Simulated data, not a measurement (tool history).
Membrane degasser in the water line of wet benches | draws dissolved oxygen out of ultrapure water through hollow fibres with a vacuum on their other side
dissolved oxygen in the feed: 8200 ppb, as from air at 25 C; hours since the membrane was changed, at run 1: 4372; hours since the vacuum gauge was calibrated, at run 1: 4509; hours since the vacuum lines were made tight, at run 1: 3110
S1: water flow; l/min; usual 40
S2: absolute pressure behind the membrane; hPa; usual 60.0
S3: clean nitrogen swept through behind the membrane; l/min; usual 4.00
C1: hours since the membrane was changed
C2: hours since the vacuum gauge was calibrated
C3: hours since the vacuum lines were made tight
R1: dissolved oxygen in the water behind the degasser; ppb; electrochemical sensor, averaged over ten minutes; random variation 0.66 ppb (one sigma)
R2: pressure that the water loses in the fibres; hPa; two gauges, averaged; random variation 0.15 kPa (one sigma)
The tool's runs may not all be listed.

run	hour	S1	S2	S3	C1	C2	C3	R1	R2
1	0.0	40	60.0	4.00	4372	4509	3110	89.9	490.5
2	268.8	40	60.0	4.00	4641	4778	3379	89.6	487.4
3	414.5	40	60.0	4.00	4787	4924	3525	89.1	491.0
4	688.3	40	60.0	4.00	5061	5198	3798	88.4	493.0
5	870.8	40	60.0	4.00	5243	5380	3981	90.5	491.5
6	1177.0	40	46.3	4.00	5549	5686	4287	59.4	490.8
7	1430.1	40	46.3	4.00	5802	5940	4540	58.9	496.2
8	1716.6	40	46.3	4.00	6089	6226	4827	60.0	495.5
9	1921.2	40	60.0	4.00	6294	6431	5031	91.5	496.1
10	2113.6	40	60.0	4.00	6486	6623	5224	91.8	497.0
11	2265.0	40	60.0	4.00	6637	6774	5375	93.4	497.4
12	2488.1	40	60.0	2.87	6860	6998	5598	118.3	497.9
13	2749.8	40	60.0	2.87	7122	7259	5860	119.9	495.9
# hour 2766.6: seals of the vacuum lines changed
14	2934.8	26	60.0	4.00	7305	7442	168	50.2	322.0
15	3274.1	26	60.0	4.00	7644	7782	508	51.5	323.7
16	3451.3	40	47.0	4.00	7822	7959	685	63.0	497.7
17	3784.7	40	47.0	4.00	8155	8292	1018	64.4	498.3
# hour 3810.2: vacuum gauge calibrated
18	4140.7	40	47.0	4.00	8510	330	1374	56.3	498.1
19	4484.7	40	49.8	1.98	8854	674	1718	101.7	502.6
20	4768.5	24	44.7	8.71	9138	958	2001	9.9	300.6
21	5098.6	24	44.7	8.71	9468	1288	2331	9.7	302.0
22	5324.6	42	44.7	3.54	9694	1514	2558	64.5	527.5
23	5522.5	42	44.7	3.54	9892	1712	2755	63.9	527.3
24	5831.6	40	54.9	4.38	10201	2021	3065	73.1	503.8

The next listed run, before its measurement:
25	6146.1	30	95.5	2.52	10516	2336	3379	?	?

Run 25 gave R1 179.2 ppb, R2 377.4 hPa.
Without the tool's hidden state the same run would have given R1 174.8 ppb, R2 360.2 hPa.
